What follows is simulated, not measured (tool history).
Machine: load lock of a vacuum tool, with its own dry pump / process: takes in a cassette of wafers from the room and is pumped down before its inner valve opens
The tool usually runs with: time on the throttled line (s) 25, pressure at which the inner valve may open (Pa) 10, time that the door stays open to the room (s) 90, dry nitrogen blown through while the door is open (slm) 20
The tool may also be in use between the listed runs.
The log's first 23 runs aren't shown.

| run | hour | time on the throttled line (s) | pressure at which the inner valve may open (Pa) | time that the door stays open to the room (s) | dry nitrogen blown through while the door is open (slm) | hours that the pump has run since its overhaul | times that the door has closed on its seal | incoming humidity of the room's air, % | time from the closed door until the inner valve may open (s) | rise of the pressure with all valves shut (Pa/min) |
|---|---|---|---|---|---|---|---|---|---|---|
| 24 | 2098.5 | 13 | 10 | 90 | 23 | 2227 | 12697 | 39.6 | 28.4 | 0.078 |
| 25 | 2223.3 | 22 | 14 | 50 | 16 | 2352 | 13054 | 43.0 | 34.8 | 0.081 |
| 26 | 2290.4 | 25 | 7 | 90 | 20 | 2419 | 13246 | 44.6 | 38.9 | 0.090 |
| 27 | 2366.7 | 25 | 7 | 90 | 20 | 2495 | 13465 | 49.0 | 38.9 | 0.094 |
| 28 | 2456.3 | 25 | 7 | 90 | 20 | 2585 | 13721 | 45.3 | 38.9 | 0.095 |
| 29 | 2571.5 | 25 | 7 | 90 | 20 | 2700 | 14051 | 45.8 | 39.3 | 0.087 |
| 30 | 2681.4 | 25 | 10 | 57 | 19 | 2810 | 14366 | 46.1 | 38.4 | 0.084 |
| 31 | 2795.5 | 16 | 10 | 30 | 19 | 2924 | 14693 | 44.0 | 30.9 | 0.081 |
| 32 | 2867.9 | 25 | 16 | 90 | 20 | 2996 | 14900 | 42.2 | 37.7 | 0.092 |
| 33 | 2975.6 | 25 | 9 | 41 | 10 | 3104 | 15208 | 43.5 | 38.6 | 0.089 |
| 34 | 3027.1 | 19 | 8 | 41 | 42 | 3156 | 15356 | 43.3 | 33.7 | 0.073 |
| 35 | 3095.8 | 25 | 15 | 72 | 20 | 3224 | 15553 | 43.2 | 37.0 | 0.092 |
| 36 | 3199.9 | 25 | 12 | 60 | 20 | 3328 | 15851 | 46.6 | 38.4 | 0.094 |
| 37 | 3317.6 | 25 | 12 | 116 | 26 | 3446 | 16187 | 46.7 | 37.7 | 0.109 |
| 38 | 3376.8 | 25 | 12 | 116 | 26 | 3505 | 16357 | 44.9 | 37.7 | 0.106 |

Alternative continuations, all from the tool just after run 38; predict every row:
| A | 3476.2 | 25 | 10 | 192 | 20 | 3605 | 16642 | 45.3 | ? | ? |
| B | 3476.2 | 37 | 9 | 116 | 13 | 3605 | 16642 | 41.5 | ? | ? |
| C | 3476.2 | 25 | 17 | 61 | 7 | 3605 | 16642 | 43.5 | ? | ? |

| run | time from the closed door until the inner valve may open (s) | rise of the pressure with all valves shut (Pa/min) |
|---|---|---|
| A | 38.7 | 0.137 |
| B | 48.5 | 0.113 |
| C | 37.3 | 0.109 |
Without the tool's unlogged condition, the same runs would have read:
| run | time from the closed door until the inner valve may open (s) | rise of the pressure with all valves shut (Pa/min) |
|---|---|---|
| A | 38.1 | 0.080 |
| B | 48.0 | 0.058 |
| C | 36.7 | 0.052 |
